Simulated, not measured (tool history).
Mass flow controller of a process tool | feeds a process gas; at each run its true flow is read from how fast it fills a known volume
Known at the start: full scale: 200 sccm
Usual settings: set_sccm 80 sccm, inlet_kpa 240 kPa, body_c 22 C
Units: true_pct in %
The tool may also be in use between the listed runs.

run     day  set_sccm  inlet_kpa  body_c  true_pct
  1   0.000        80        240      22     98.73
  2   2.762        80        240      22     98.52
  3   4.821        80        240      22     98.41
  4   8.150        80        240      22     98.60
  5  10.396        80        240      22     98.58
  6  13.733        80        240      33     97.67
  7  17.267        80        172      33     97.35
  8  18.921        80        172      33     97.34
  9  21.833        80        240      29     97.76
 10  24.258        80        240      21     98.29
 11  26.500        80        240      21     98.18
 12  28.258        32        144      39     96.05
 13  32.138        32        144      39     95.88
 14  36.000       155        222      39     97.64
 15  37.688       155        222      23     98.88

Forecast run 16:
 16  39.642        30        212      22         ?

Run 16 gave true_pct 97.18 %.
Without the tool's hidden state the same run would have given true_pct 97.92 %.
